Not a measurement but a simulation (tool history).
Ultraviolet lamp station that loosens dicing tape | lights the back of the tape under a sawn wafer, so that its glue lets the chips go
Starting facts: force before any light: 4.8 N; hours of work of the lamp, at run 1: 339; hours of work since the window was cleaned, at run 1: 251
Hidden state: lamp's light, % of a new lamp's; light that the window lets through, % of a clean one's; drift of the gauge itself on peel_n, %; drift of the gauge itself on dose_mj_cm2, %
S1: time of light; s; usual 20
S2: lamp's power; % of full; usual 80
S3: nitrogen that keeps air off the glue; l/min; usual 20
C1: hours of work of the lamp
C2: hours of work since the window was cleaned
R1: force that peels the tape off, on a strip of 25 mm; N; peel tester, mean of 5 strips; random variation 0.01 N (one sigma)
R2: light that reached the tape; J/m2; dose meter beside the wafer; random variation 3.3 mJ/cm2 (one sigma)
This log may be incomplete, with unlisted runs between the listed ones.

run	day	S1	S2	S3	C1	C2	R1	R2
1	0.000	20	80	20	339	251	0.718	3950
2	4.000	20	80	20	403	315	0.791	3760
3	5.721	20	80	20	430	342	0.805	3620
# day 6.462: window cleaned of glue's vapour
4	7.912	20	80	20	464	23	0.942	3280
5	10.321	20	80	20	502	61	0.993	3140
6	13.483	24	80	20	552	111	0.800	3630
# day 14.062: window cleaned of glue's vapour, once more
7	17.608	20	80	20	617	56	0.660	4100
8	19.304	20	80	20	644	83	0.689	3970
9	21.021	20	80	20	671	110	0.732	3870
10	22.921	20	80	20	701	140	0.731	3790
# day 25.633: lamp changed
11	26.975	20	80	20	21	204	0.555	4590
12	30.783	20	80	20	81	264	0.594	4380
13	34.208	20	80	20	136	318	0.648	4190
# day 36.558: window cleaned of glue's vapour
14	37.575	20	80	20	189	16	0.505	4870
15	40.975	20	80	20	242	70	0.547	4620
16	44.038	20	80	20	291	118	0.568	4460
17	47.846	14	95	20	351	178	0.850	3550
18	51.883	11	81	20	415	242	1.474	2230
19	55.633	38	76	8	474	302	0.556	6920
# day 59.067: window cleaned of glue's vapour
20	59.667	12	71	8	537	10	2.140	2320
21	63.254	20	90	10	594	66	0.845	4690
22	64.958	14	74	7	621	93	1.971	2590
23	68.938	22	95	7	684	156	0.950	5030
24	72.017	20	94	7	733	205	1.166	4340
# day 72.817: lamp changed
25	75.221	20	94	7	38	255	0.895	5110
26	78.712	25	80	8	93	310	0.850	5200
27	80.512	40	72	8	122	338	0.477	7340
# day 81.567: window cleaned of glue's vapour
28	84.454	40	72	8	184	46	0.376	8470
29	88.212	20	86	9	243	105	0.841	4760
30	91.071	20	88	10	288	150	0.806	4810
31	94.471	20	88	10	342	204	0.847	4510

Consider 4 possible next runs. They are alternatives, not a sequence: every one starts from the tool as it was left by run 31. What does each give?
A	98.371	11	61	20	404	266	?	?
B	98.371	10	80	20	404	266	?	?
C	98.371	15	63	26	404	266	?	?
D	98.371	20	79	14	404	266	?	?

run	R1	R2
A	2.011	1670
B	1.801	1960
C	1.304	2320
D	0.897	3860
Take away the tool's hidden state, keep each run's random variation, and the runs would have read:
run	R1	R2
A	1.551	2200
B	1.332	2580
C	0.900	3070
D	0.583	5100
